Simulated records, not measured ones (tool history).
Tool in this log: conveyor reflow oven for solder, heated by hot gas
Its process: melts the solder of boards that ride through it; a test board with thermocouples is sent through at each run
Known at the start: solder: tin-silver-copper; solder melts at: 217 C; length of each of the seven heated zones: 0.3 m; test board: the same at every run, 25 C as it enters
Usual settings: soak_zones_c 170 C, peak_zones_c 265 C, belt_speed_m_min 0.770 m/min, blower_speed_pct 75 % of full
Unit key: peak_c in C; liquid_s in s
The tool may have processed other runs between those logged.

Run 1, hour 0.0: usual settings. Result: peak_c 249.5 C, liquid_s 33.0 s.
Run 2, hour 15.7: usual settings but blower_speed_pct 78 % of full. Result: peak_c 250.3 C, liquid_s 33.1 s.
Run 3, hour 32.7: usual settings but peak_zones_c 274 C. Result: peak_c 257.1 C, liquid_s 36.0 s.
Run 4, hour 45.0: usual settings. Result: peak_c 249.4 C, liquid_s 32.8 s.
Run 5, hour 60.6: usual settings. Result: peak_c 249.1 C, liquid_s 32.9 s.
Run 6, hour 71.5: usual settings. Result: peak_c 249.2 C, liquid_s 32.8 s.
Run 7, hour 90.8: usual settings. Result: peak_c 248.5 C, liquid_s 32.8 s.
Run 8, hour 109.8: usual settings. Result: peak_c 249.2 C, liquid_s 32.7 s.
Run 9, hour 124.3: usual settings. Result: peak_c 249.2 C, liquid_s 32.8 s.
Run 10, hour 135.0: usual settings. Result: peak_c 248.2 C, liquid_s 32.8 s.
Run 11, hour 145.3: usual settings but belt_speed_m_min 0.767 m/min. Result: peak_c 248.6 C, liquid_s 32.8 s.
Run 12, hour 158.4: usual settings but belt_speed_m_min 0.767 m/min. Result: peak_c 248.4 C, liquid_s 33.1 s.
Run 13, hour 175.6: usual settings but belt_speed_m_min 0.767 m/min. Result: peak_c 248.1 C, liquid_s 32.9 s.
Run 14, hour 193.5: usual settings but belt_speed_m_min 0.767 m/min. Result: peak_c 248.9 C, liquid_s 33.0 s.
Run 15, hour 207.8: usual settings but belt_speed_m_min 0.767 m/min. Result: peak_c 249.0 C, liquid_s 32.7 s.
Run 16, hour 225.6: usual settings but belt_speed_m_min 0.767 m/min. Result: peak_c 249.0 C, liquid_s 32.8 s.
Run 17, hour 243.7: usual settings but peak_zones_c 279 C. Result: peak_c 261.7 C, liquid_s 37.7 s.
Run 18, hour 254.2: usual settings but belt_speed_m_min 0.918 m/min. Result: peak_c 242.4 C, liquid_s 23.5 s.
Run 19, hour 265.9: usual settings but peak_zones_c 270 C, blower_speed_pct 81 % of full. Result: peak_c 254.2 C, liquid_s 35.4 s.
Run 20, hour 276.4: usual settings but soak_zones_c 172 C, belt_speed_m_min 0.718 m/min, blower_speed_pct 64 % of full. Result: peak_c 249.1 C, liquid_s 35.5 s.
Run 21, hour 285.3: usual settings but soak_zones_c 172 C, belt_speed_m_min 0.746 m/min, blower_speed_pct 64 % of full. Result: peak_c 248.3 C, liquid_s 33.7 s.
Run 22, hour 295.0: usual settings but soak_zones_c 172 C, belt_speed_m_min 0.746 m/min, blower_speed_pct 64 % of full. Result: peak_c 247.7 C, liquid_s 33.5 s.
Run 23, hour 304.2: usual settings but soak_zones_c 172 C, peak_zones_c 266 C, belt_speed_m_min 0.746 m/min, blower_speed_pct 64 % of full. Result: peak_c 249.0 C, liquid_s 34.1 s.
Run 24, hour 313.1: usual settings but soak_zones_c 172 C, peak_zones_c 266 C, belt_speed_m_min 0.746 m/min, blower_speed_pct 64 % of full. Result: peak_c 248.9 C, liquid_s 33.8 s.
Run 25, hour 326.1: usual settings but soak_zones_c 174 C, peak_zones_c 264 C, belt_speed_m_min 0.750 m/min, blower_speed_pct 64 % of full. Result: peak_c 247.5 C, liquid_s 33.2 s.
Run 26, hour 341.4: usual settings but soak_zones_c 162 C, peak_zones_c 270 C, belt_speed_m_min 0.746 m/min, blower_speed_pct 59 % of full. Result: peak_c 249.1 C, liquid_s 31.7 s.
Run 27, hour 353.3: usual settings but soak_zones_c 156 C, peak_zones_c 268 C, belt_speed_m_min 0.665 m/min, blower_speed_pct 53 % of full. Result: peak_c 248.8 C, liquid_s 34.7 s.
Run 28, hour 372.8: usual settings but soak_zones_c 164 C, peak_zones_c 256 C, belt_speed_m_min 0.671 m/min, blower_speed_pct 53 % of full. Result: peak_c 239.4 C, liquid_s 29.9 s.
Run 29, hour 392.2: usual settings but soak_zones_c 164 C, peak_zones_c 256 C, belt_speed_m_min 0.671 m/min, blower_speed_pct 85 % of full. Result: peak_c 244.7 C, liquid_s 35.7 s.
Run 30, hour 404.3: usual settings but soak_zones_c 180 C, blower_speed_pct 55 % of full. Result: peak_c 246.5 C, liquid_s 32.7 s.
Run 31, hour 422.1: usual settings but soak_zones_c 184 C, belt_speed_m_min 0.866 m/min, blower_speed_pct 60 % of full. Result: peak_c 244.5 C, liquid_s 28.7 s.

Withheld: 1 entry from between the runs. Position of each, and hidden state at the listed run before versus the listed run after:
After run 1, before run 2: flux residue cleaned out of gas plates and filters (hour 9.2)
  heat that the gas passes to the board, % of a clean oven's: 99.3 -> 100

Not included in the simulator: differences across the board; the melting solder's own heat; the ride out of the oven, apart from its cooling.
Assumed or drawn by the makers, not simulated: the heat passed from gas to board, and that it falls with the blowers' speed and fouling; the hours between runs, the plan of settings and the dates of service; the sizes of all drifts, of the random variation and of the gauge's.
